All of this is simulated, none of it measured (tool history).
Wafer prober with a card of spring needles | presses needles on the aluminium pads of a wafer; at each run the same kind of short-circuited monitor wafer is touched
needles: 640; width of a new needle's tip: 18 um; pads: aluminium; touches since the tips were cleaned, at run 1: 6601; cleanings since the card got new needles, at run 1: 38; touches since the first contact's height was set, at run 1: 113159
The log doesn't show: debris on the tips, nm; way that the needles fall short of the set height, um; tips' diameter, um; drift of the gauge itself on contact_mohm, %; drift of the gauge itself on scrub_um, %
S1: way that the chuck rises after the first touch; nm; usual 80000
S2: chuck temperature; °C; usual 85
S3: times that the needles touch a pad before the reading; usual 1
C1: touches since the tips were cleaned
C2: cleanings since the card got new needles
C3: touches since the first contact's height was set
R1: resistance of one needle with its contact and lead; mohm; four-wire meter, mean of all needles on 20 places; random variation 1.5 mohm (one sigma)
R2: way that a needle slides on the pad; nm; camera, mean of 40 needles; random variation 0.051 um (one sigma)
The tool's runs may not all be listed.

run,day,S1,S2,S3,C1,C2,C3,R1,R2
1,0.000,80000,85,1,6601,38,113159,289,19360
# day 0.217: tips cleaned on abrasive film
# day 1.308: tips cleaned on abrasive film
2,1.938,80000,85,1,4632,40,127305,281,19300
# day 2.438: tips cleaned on abrasive film
# day 3.529: tips cleaned on abrasive film
3,4.154,80000,85,1,4576,42,143479,278,19290
# day 4.775: tips cleaned on abrasive film
4,5.433,80000,85,2,4803,43,152820,225,19310
# day 5.967: tips cleaned on abrasive film
# day 7.088: tips cleaned on abrasive film
5,7.621,80000,85,2,3906,45,168809,219,19220
# day 8.217: tips cleaned on abrasive film
6,9.146,80000,85,2,6794,46,179949,236,19200
# day 9.467: tips cleaned on abrasive film
# day 10.546: tips cleaned on abrasive film
7,10.592,80000,85,2,323,48,190485,153,19140
# day 11.704: tips cleaned on abrasive film
8,12.675,80000,85,1,7131,49,205735,308,19160
# day 12.812: tips cleaned on abrasive film
# day 13.896: tips cleaned on abrasive film
# day 14.629: height of the first contact set anew
9,14.900,85000,85,1,7281,51,2002,287,20950
# day 15.025: tips cleaned on abrasive film
10,16.012,85000,85,1,7216,52,10107,278,20910
# day 16.129: tips cleaned on abrasive film
# day 17.342: tips cleaned on abrasive film
11,17.575,85000,85,1,1712,54,21516,213,20900
# day 18.475: tips cleaned on abrasive film
12,19.017,69000,85,1,3966,55,32044,316,16960
# day 19.654: tips cleaned on abrasive film
# day 20.762: tips cleaned on abrasive film
13,20.762,69000,85,1,0,57,44785,154,16840
# day 21.854: tips cleaned on abrasive film
14,22.512,69000,85,1,4838,58,57591,334,16930
# day 23.079: tips cleaned on abrasive film
15,24.004,80000,85,1,6795,59,68482,303,19620
# day 24.200: tips cleaned on abrasive film
# day 25.275: tips cleaned on abrasive film
# day 26.425: tips cleaned on abrasive film
16,26.425,80000,85,1,0,62,86140,161,19510
# day 27.667: tips cleaned on abrasive film
17,28.342,80000,85,1,4929,63,100138,282,19450
# day 28.883: tips cleaned on abrasive film
18,29.400,80000,85,2,3791,64,107887,219,19430
# day 30.025: tips cleaned on abrasive film
19,30.967,80000,85,2,6897,65,119322,240,19310
# day 31.171: tips cleaned on abrasive film
20,32.104,79000,37,1,6836,66,127638,312,19100
# day 32.279: tips cleaned on abrasive film
21,33.304,98000,26,2,7507,67,136390,207,23770
# day 33.417: tips cleaned on abrasive film
# day 34.554: tips cleaned on abrasive film
# day 35.667: tips cleaned on abrasive film
22,35.721,91000,69,2,393,70,154025,150,21890
# day 36.921: tips cleaned on abrasive film
# day 37.996: tips cleaned on abrasive film
23,37.996,85000,113,2,0,72,170652,156,20380
# day 39.183: tips cleaned on abrasive film
24,39.908,93000,85,1,5309,73,184628,256,22260
# day 40.371: tips cleaned on abrasive film
# day 41.517: tips cleaned on abrasive film
25,42.179,88000,111,3,4831,75,201198,188,21020
# day 42.596: tips cleaned on abrasive film
# day 43.717: tips cleaned on abrasive film
26,43.717,88000,111,3,0,77,212421,149,21070
# day 44.800: tips cleaned on abrasive film
# day 44.812: height of the first contact set anew
27,45.708,76000,85,1,6569,78,6569,324,18760
# day 46.038: tips cleaned on abrasive film
28,46.746,76000,85,1,5205,79,14131,312,18690
# day 47.154: tips cleaned on abrasive film
29,47.912,76000,85,1,5542,80,22646,321,18720
# day 48.250: tips cleaned on abrasive film
# day 49.412: tips cleaned on abrasive film
30,49.983,68000,118,1,4182,82,37771,342,16710

Hidden state or all else? Some run-to-run changes of R1, split into what the settings, what came in and random variation would give without the hidden state, and what is left for the hidden state (with any gauge scatter that isn't in both results):
Run 12 -> 13: tips cleaned on abrasive film, tips cleaned on abrasive film. R1 -162 mohm: hidden state -163, all else +1.
Run 13 -> 14: tips cleaned on abrasive film. R1 +180 mohm: hidden state +180, all else +0.
Run 26 -> 27: S1 88000 -> 76000, S2 111 -> 85, S3 3 -> 1, tips cleaned on abrasive film, height of the first contact set anew. R1 +175 mohm: hidden state +175, all else +0.

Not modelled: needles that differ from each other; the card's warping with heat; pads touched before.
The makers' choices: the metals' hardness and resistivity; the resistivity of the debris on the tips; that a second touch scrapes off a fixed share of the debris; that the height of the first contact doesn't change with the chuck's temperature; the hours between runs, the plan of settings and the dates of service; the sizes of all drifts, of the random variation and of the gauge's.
